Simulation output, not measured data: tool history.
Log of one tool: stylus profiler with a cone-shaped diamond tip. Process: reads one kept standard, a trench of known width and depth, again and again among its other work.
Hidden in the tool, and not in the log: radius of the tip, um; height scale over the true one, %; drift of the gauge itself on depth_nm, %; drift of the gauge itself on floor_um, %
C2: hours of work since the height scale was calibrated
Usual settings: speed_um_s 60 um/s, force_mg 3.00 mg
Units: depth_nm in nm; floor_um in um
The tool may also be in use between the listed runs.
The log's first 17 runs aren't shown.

run 18 day=24.512 | speed_um_s=60 force_mg=2.83 | scans_with_this_tip=3439 C2=446 | depth_nm=503.50 floor_um=96.82
run 19 day=25.908 | speed_um_s=60 force_mg=2.83 | scans_with_this_tip=3616 C2=469 | depth_nm=503.48 floor_um=96.84
run 20 day=26.900 | speed_um_s=60 force_mg=2.83 | scans_with_this_tip=3742 C2=485 | depth_nm=503.49 floor_um=96.74
run 21 day=28.025 | speed_um_s=115 force_mg=1.31 | scans_with_this_tip=3885 C2=504 | depth_nm=501.79 floor_um=96.27
run 22 day=29.142 | speed_um_s=115 force_mg=1.31 | scans_with_this_tip=4027 C2=522 | depth_nm=501.60 floor_um=96.31
run 23 day=30.012 | speed_um_s=210 force_mg=6.95 | scans_with_this_tip=4137 C2=537 | depth_nm=506.79 floor_um=96.39
run 24 day=31.492 | speed_um_s=210 force_mg=6.95 | scans_with_this_tip=4325 C2=561 | depth_nm=507.13 floor_um=96.39
run 25 day=32.558 | speed_um_s=25 force_mg=1.05 | scans_with_this_tip=4460 C2=578 | depth_nm=501.34 floor_um=96.80
run 26 day=34.612 | speed_um_s=76 force_mg=3.80 | scans_with_this_tip=4721 C2=612 | depth_nm=504.22 floor_um=96.71
run 27 day=35.596 | speed_um_s=100 force_mg=1.50 | scans_with_this_tip=4845 C2=628 | depth_nm=501.91 floor_um=96.33
run 28 day=37.558 | speed_um_s=54 force_mg=3.00 | scans_with_this_tip=5095 C2=661 | depth_nm=503.37 floor_um=96.74
run 29 day=39.050 | speed_um_s=115 force_mg=2.90 | scans_with_this_tip=5284 C2=685 | depth_nm=503.24 floor_um=96.43
run 30 day=40.179 | speed_um_s=85 force_mg=2.50 | scans_with_this_tip=5428 C2=704 | depth_nm=502.92 floor_um=96.52
run 31 day=41.275 | speed_um_s=85 force_mg=2.50 | scans_with_this_tip=5566 C2=722 | depth_nm=502.91 floor_um=96.50
run 32 day=42.967 | speed_um_s=93 force_mg=5.04 | scans_with_this_tip=5781 C2=750 | depth_nm=505.19 floor_um=96.56
run 33 day=44.967 | speed_um_s=126 force_mg=3.15 | scans_with_this_tip=6035 C2=783 | depth_nm=503.37 floor_um=96.32
run 34 day=45.833 | speed_um_s=82 force_mg=6.60 | scans_with_this_tip=6145 C2=797 | depth_nm=506.40 floor_um=96.64
run 35 day=46.771 | speed_um_s=16 force_mg=1.69 | scans_with_this_tip=6264 C2=812 | depth_nm=501.78 floor_um=96.74
run 36 day=48.525 | speed_um_s=16 force_mg=1.69 | scans_with_this_tip=6487 C2=841 | depth_nm=501.84 floor_um=96.73
run 37 day=49.842 | speed_um_s=16 force_mg=1.69 | scans_with_this_tip=6654 C2=863 | depth_nm=501.72 floor_um=96.76
run 38 day=50.825 | speed_um_s=16 force_mg=1.69 | scans_with_this_tip=6779 C2=879 | depth_nm=501.68 floor_um=96.78
run 39 day=52.492 | speed_um_s=30 force_mg=2.54 | scans_with_this_tip=6990 C2=907 | depth_nm=502.55 floor_um=96.70
run 40 day=54.046 | speed_um_s=30 force_mg=1.31 | scans_with_this_tip=7188 C2=932 | depth_nm=501.16 floor_um=96.58

Forecast each of these 4 alternatives for the next run:
run A day=56.092 | speed_um_s=173 force_mg=1.31 | scans_with_this_tip=7447 C2=966 | depth_nm=? floor_um=?
run B day=56.092 | speed_um_s=51 force_mg=3.00 | scans_with_this_tip=7447 C2=966 | depth_nm=? floor_um=?
run C day=56.092 | speed_um_s=35 force_mg=1.29 | scans_with_this_tip=7447 C2=966 | depth_nm=? floor_um=?
run D day=56.092 | speed_um_s=94 force_mg=2.81 | scans_with_this_tip=7447 C2=966 | depth_nm=? floor_um=?

run=A depth_nm=501.13 floor_um=95.70
run=B depth_nm=502.89 floor_um=96.54
run=C depth_nm=501.17 floor_um=96.56
run=D depth_nm=502.63 floor_um=96.38
Without the tool's hidden state the same runs would have given:
run=A depth_nm=502.59 floor_um=96.29
run=B depth_nm=504.36 floor_um=97.13
run=C depth_nm=502.63 floor_um=97.14
run=D depth_nm=504.09 floor_um=96.97
